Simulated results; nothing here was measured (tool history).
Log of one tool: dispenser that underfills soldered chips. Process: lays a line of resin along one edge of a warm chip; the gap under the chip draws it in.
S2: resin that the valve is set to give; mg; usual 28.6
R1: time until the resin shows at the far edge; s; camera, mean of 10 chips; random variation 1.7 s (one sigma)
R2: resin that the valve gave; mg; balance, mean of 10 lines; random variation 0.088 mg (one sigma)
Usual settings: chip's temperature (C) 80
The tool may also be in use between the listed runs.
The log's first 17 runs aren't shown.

{"hour": 179.0, "done": "new syringe of resin"}
{"hour": 183.6, "done": "dispensing valve cleaned and set on the balance"}
{"run": 18, "hour": 185.3, "chip's temperature (C)": 87, "S2": 29.2, "R1": 158.8, "R2": 29.14}
{"run": 19, "hour": 195.2, "chip's temperature (C)": 69, "S2": 31.7, "R1": 420.4, "R2": 31.37}
{"hour": 196.2, "done": "new syringe of resin"}
{"run": 20, "hour": 208.6, "chip's temperature (C)": 69, "S2": 31.7, "R1": 373.0, "R2": 30.99}
{"hour": 212.3, "done": "new syringe of resin"}
{"run": 21, "hour": 216.2, "chip's temperature (C)": 72, "S2": 35.7, "R1": 242.9, "R2": 35.08}
{"run": 22, "hour": 226.4, "chip's temperature (C)": 78, "S2": 32.9, "R1": 300.4, "R2": 31.87}
{"hour": 228.6, "done": "new syringe of resin"}
{"run": 23, "hour": 239.1, "chip's temperature (C)": 73, "S2": 24.8, "R1": 323.2, "R2": 24.01}
{"hour": 244.6, "done": "new syringe of resin"}
{"run": 24, "hour": 248.2, "chip's temperature (C)": 84, "S2": 34.8, "R1": 160.8, "R2": 33.26}
{"run": 25, "hour": 258.6, "chip's temperature (C)": 80, "S2": 32.1, "R1": 276.0, "R2": 30.73}
{"hour": 260.5, "done": "dispensing valve cleaned and set on the balance"}
{"hour": 261.7, "done": "new syringe of resin"}
{"run": 26, "hour": 269.2, "chip's temperature (C)": 71, "S2": 32.1, "R1": 293.9, "R2": 32.08}
{"hour": 277.5, "done": "new syringe of resin"}
{"run": 27, "hour": 279.3, "chip's temperature (C)": 82, "S2": 32.3, "R1": 165.2, "R2": 32.07}
{"run": 28, "hour": 290.0, "chip's temperature (C)": 67, "S2": 28.9, "R1": 417.1, "R2": 28.57}
{"hour": 293.3, "done": "new syringe of resin"}
{"run": 29, "hour": 301.6, "chip's temperature (C)": 67, "S2": 28.9, "R1": 347.2, "R2": 28.33}
{"hour": 309.1, "done": "new syringe of resin"}
{"run": 30, "hour": 310.4, "chip's temperature (C)": 67, "S2": 28.9, "R1": 261.6, "R2": 28.14}
{"run": 31, "hour": 317.7, "chip's temperature (C)": 67, "S2": 28.9, "R1": 345.7, "R2": 28.02}
{"hour": 325.4, "done": "new syringe of resin"}
{"run": 32, "hour": 329.0, "chip's temperature (C)": 91, "S2": 26.5, "R1": 135.8, "R2": 25.53}
{"hour": 337.5, "done": "dispensing valve cleaned and set on the balance"}
{"run": 33, "hour": 337.6, "chip's temperature (C)": 81, "S2": 26.7, "R1": 241.8, "R2": 26.89}
{"hour": 342.8, "done": "new syringe of resin"}
{"run": 34, "hour": 349.7, "chip's temperature (C)": 74, "S2": 25.2, "R1": 270.2, "R2": 25.04}

Forecast each of these 4 alternatives for the next run:
{"hour": 358.6, "done": "new syringe of resin"}
{"run": "A", "hour": 361.6, "chip's temperature (C)": 68, "S2": 32.6, "R1": "?", "R2": "?"}
{"hour": 358.6, "done": "new syringe of resin"}
{"run": "B", "hour": 361.6, "chip's temperature (C)": 74, "S2": 26.3, "R1": "?", "R2": "?"}
{"hour": 358.6, "done": "new syringe of resin"}
{"run": "C", "hour": 361.6, "chip's temperature (C)": 93, "S2": 25.2, "R1": "?", "R2": "?"}
{"hour": 358.6, "done": "new syringe of resin"}
{"run": "D", "hour": 361.6, "chip's temperature (C)": 91, "S2": 30.7, "R1": "?", "R2": "?"}

run=A R1=264.2 R2=32.26
run=B R1=225.8 R2=26.05
run=C R1=127.2 R2=24.88
run=D R1=132.4 R2=30.47
Without the tool's hidden state the same runs would have given:
run=A R1=243.8 R2=32.61
run=B R1=207.7 R2=26.33
run=C R1=116.5 R2=25.14
run=D R1=121.5 R2=30.79
